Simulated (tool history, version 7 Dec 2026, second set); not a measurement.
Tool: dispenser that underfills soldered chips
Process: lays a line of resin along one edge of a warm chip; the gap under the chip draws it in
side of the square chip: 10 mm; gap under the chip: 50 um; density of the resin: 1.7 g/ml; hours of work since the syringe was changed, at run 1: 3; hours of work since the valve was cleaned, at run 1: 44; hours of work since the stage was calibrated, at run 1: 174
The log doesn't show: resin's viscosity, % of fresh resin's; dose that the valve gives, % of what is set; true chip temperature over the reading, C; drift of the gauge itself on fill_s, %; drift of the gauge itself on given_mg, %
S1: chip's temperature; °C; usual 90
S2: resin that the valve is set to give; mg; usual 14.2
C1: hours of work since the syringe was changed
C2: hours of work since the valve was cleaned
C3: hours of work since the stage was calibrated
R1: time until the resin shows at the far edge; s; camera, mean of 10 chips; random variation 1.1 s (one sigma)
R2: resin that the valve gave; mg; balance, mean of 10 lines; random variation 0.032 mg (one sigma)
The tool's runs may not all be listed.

{"run": 1, "hour": 0.0, "S1": 90, "S2": 14.2, "C1": 3, "C2": 44, "C3": 174, "R1": 124.0, "R2": 13.97}
{"hour": 5.8, "done": "new syringe of resin"}
{"run": 2, "hour": 9.7, "S1": 90, "S2": 12.6, "C1": 3, "C2": 51, "C3": 180, "R1": 123.4, "R2": 12.35}
{"hour": 14.7, "done": "new syringe of resin"}
{"run": 3, "hour": 19.9, "S1": 90, "S2": 12.6, "C1": 4, "C2": 58, "C3": 187, "R1": 132.0, "R2": 12.35}
{"hour": 23.9, "done": "new syringe of resin"}
{"run": 4, "hour": 26.4, "S1": 90, "S2": 12.6, "C1": 2, "C2": 62, "C3": 191, "R1": 119.0, "R2": 12.32}
{"hour": 33.1, "done": "new syringe of resin"}
{"run": 5, "hour": 35.4, "S1": 86, "S2": 14.2, "C1": 2, "C2": 68, "C3": 197, "R1": 135.1, "R2": 13.84}
{"hour": 42.1, "done": "new syringe of resin"}
{"run": 6, "hour": 44.5, "S1": 86, "S2": 14.2, "C1": 2, "C2": 74, "C3": 203, "R1": 137.5, "R2": 13.84}
{"hour": 50.9, "done": "new syringe of resin"}
{"run": 7, "hour": 50.9, "S1": 90, "S2": 14.2, "C1": 0, "C2": 79, "C3": 208, "R1": 107.5, "R2": 13.82}
{"run": 8, "hour": 56.5, "S1": 90, "S2": 14.2, "C1": 4, "C2": 83, "C3": 212, "R1": 132.1, "R2": 13.81}
{"hour": 60.4, "done": "new syringe of resin"}
{"run": 9, "hour": 64.4, "S1": 90, "S2": 14.2, "C1": 3, "C2": 88, "C3": 217, "R1": 128.0, "R2": 13.73}
{"hour": 70.1, "done": "new syringe of resin"}
{"run": 10, "hour": 75.3, "S1": 90, "S2": 14.2, "C1": 4, "C2": 95, "C3": 224, "R1": 129.2, "R2": 13.75}
{"hour": 79.8, "done": "new syringe of resin"}
{"run": 11, "hour": 85.7, "S1": 97, "S2": 16.0, "C1": 4, "C2": 102, "C3": 231, "R1": 105.8, "R2": 15.42}
{"hour": 89.2, "done": "new syringe of resin"}
{"run": 12, "hour": 95.8, "S1": 92, "S2": 14.5, "C1": 5, "C2": 109, "C3": 238, "R1": 128.5, "R2": 13.97}
{"hour": 98.4, "done": "new syringe of resin"}
{"run": 13, "hour": 106.1, "S1": 79, "S2": 15.9, "C1": 5, "C2": 116, "C3": 245, "R1": 212.9, "R2": 15.24}
{"hour": 107.4, "done": "new syringe of resin"}
{"hour": 116.6, "done": "new syringe of resin"}
{"run": 14, "hour": 117.8, "S1": 79, "S2": 15.9, "C1": 1, "C2": 124, "C3": 253, "R1": 173.2, "R2": 15.24}
{"hour": 126.2, "done": "new syringe of resin"}
{"run": 15, "hour": 128.8, "S1": 89, "S2": 16.2, "C1": 2, "C2": 131, "C3": 260, "R1": 127.7, "R2": 15.51}
{"hour": 135.6, "done": "new syringe of resin"}
{"run": 16, "hour": 137.0, "S1": 89, "S2": 16.2, "C1": 1, "C2": 137, "C3": 266, "R1": 120.4, "R2": 15.44}
{"hour": 145.0, "done": "new syringe of resin"}
{"run": 17, "hour": 145.5, "S1": 87, "S2": 16.5, "C1": 0, "C2": 143, "C3": 272, "R1": 126.4, "R2": 15.71}
{"hour": 149.1, "done": "dispensing valve cleaned and set on the balance"}
{"hour": 155.2, "done": "new syringe of resin"}
{"run": 18, "hour": 155.7, "S1": 86, "S2": 14.4, "C1": 0, "C2": 4, "C3": 278, "R1": 127.6, "R2": 14.29}
{"hour": 164.7, "done": "new syringe of resin"}
{"run": 19, "hour": 167.8, "S1": 82, "S2": 14.6, "C1": 2, "C2": 13, "C3": 286, "R1": 167.9, "R2": 14.47}
{"hour": 174.4, "done": "new syringe of resin"}
{"run": 20, "hour": 180.2, "S1": 98, "S2": 17.4, "C1": 4, "C2": 21, "C3": 294, "R1": 101.8, "R2": 17.23}

Forecast each of these 5 alternatives for the next run:
{"hour": 183.8, "done": "new syringe of resin"}
{"run": "A", "hour": 186.3, "S1": 85, "S2": 15.5, "C1": 2, "C2": 25, "C3": 299, "R1": "?", "R2": "?"}
{"hour": 183.8, "done": "new syringe of resin"}
{"run": "B", "hour": 186.3, "S1": 91, "S2": 15.6, "C1": 2, "C2": 25, "C3": 299, "R1": "?", "R2": "?"}
{"hour": 183.8, "done": "new syringe of resin"}
{"run": "C", "hour": 186.3, "S1": 98, "S2": 13.7, "C1": 2, "C2": 25, "C3": 299, "R1": "?", "R2": "?"}
{"hour": 183.8, "done": "new syringe of resin"}
{"run": "D", "hour": 186.3, "S1": 85, "S2": 16.8, "C1": 2, "C2": 25, "C3": 299, "R1": "?", "R2": "?"}
{"hour": 183.8, "done": "new syringe of resin"}
{"run": "E", "hour": 186.3, "S1": 89, "S2": 12.3, "C1": 2, "C2": 25, "C3": 299, "R1": "?", "R2": "?"}

run=A R1=144.5 R2=15.30
run=B R1=113.6 R2=15.37
run=C R1=89.9 R2=13.54
run=D R1=144.7 R2=16.62
run=E R1=128.0 R2=12.20
Without the tool's hidden state the same runs would have given:
run=A R1=126.2 R2=15.49
run=B R1=99.3 R2=15.56
run=C R1=78.7 R2=13.71
run=D R1=126.3 R2=16.83
run=E R1=111.7 R2=12.35
